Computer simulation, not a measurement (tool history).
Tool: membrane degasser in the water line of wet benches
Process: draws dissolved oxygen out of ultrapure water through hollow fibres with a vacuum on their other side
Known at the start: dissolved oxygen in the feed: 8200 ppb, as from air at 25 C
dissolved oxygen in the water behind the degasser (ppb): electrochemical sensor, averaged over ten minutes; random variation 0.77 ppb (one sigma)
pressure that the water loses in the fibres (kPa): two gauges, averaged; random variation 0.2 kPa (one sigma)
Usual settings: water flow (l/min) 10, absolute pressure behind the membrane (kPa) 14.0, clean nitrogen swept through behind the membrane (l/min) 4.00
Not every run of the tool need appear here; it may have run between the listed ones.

run,hour,water flow (l/min),absolute pressure behind the membrane (kPa),clean nitrogen swept through behind the membrane (l/min),dissolved oxygen in the water behind the degasser (ppb),pressure that the water loses in the fibres (kPa)
1,0.0,10,14.0,4.00,71.2,45.28
2,90.5,10,14.0,4.00,71.8,45.11
3,165.5,7,14.0,4.00,47.3,31.30
4,238.9,7,14.0,4.00,48.3,31.43
5,290.9,7,12.1,4.00,40.1,31.58
6,336.0,7,12.1,4.00,39.6,31.28
7,393.6,7,12.1,4.00,38.8,31.44
8,488.4,7,12.1,4.00,39.4,31.44
9,580.6,10,14.0,1.61,166.6,44.60
10,634.2,10,13.4,4.00,67.3,44.67
11,718.2,10,13.4,4.00,66.6,44.36
12,800.7,10,13.4,4.00,67.0,44.74
13,876.3,10,13.4,4.00,69.0,44.41
14,965.5,10,14.0,4.00,70.2,44.74
15,1068.4,9,14.0,4.00,63.3,40.12
16,1168.6,9,14.0,4.00,61.5,39.55
17,1254.1,8,23.3,7.23,57.4,35.50
# hour 1284.6: gauge calibrated
18,1359.9,15,31.4,4.00,269.1,68.30
19,1412.9,11,28.3,3.44,201.8,49.81
20,1495.0,14,10.6,2.11,134.6,63.46
21,1543.6,10,10.3,6.83,31.1,45.29
22,1645.6,10,14.0,5.69,51.5,44.98
23,1730.8,8,30.0,4.00,132.6,36.12
24,1780.9,10,14.0,5.40,53.8,44.50
25,1826.3,10,14.0,5.40,54.4,45.27
26,1910.9,10,14.0,5.40,53.9,44.70
27,1955.4,6,28.4,1.76,208.1,27.06
28,2041.2,6,28.2,2.62,139.9,26.66
29,2122.1,8,15.6,4.00,62.8,35.52
30,2183.0,13,31.0,10.94,94.7,57.79
31,2262.4,10,11.9,5.75,42.2,44.84

Branching from run 31: 4 alternative next runs. What would each branch give?
A,2335.4,10,11.2,5.75,?,?
B,2335.4,10,11.9,3.46,?,?
C,2335.4,10,9.7,1.84,?,?
D,2335.4,16,11.9,5.75,?,?

run,dissolved oxygen in the water behind the degasser (ppb),pressure that the water loses in the fibres (kPa)
A,38.9,44.25
B,67.3,44.41
C,89.0,44.47
D,83.1,70.83
Without the tool's hidden state the same runs would have given:
run,dissolved oxygen in the water behind the degasser (ppb),pressure that the water loses in the fibres (kPa)
A,38.8,45.23
B,67.3,45.40
C,88.9,45.46
D,82.9,72.41

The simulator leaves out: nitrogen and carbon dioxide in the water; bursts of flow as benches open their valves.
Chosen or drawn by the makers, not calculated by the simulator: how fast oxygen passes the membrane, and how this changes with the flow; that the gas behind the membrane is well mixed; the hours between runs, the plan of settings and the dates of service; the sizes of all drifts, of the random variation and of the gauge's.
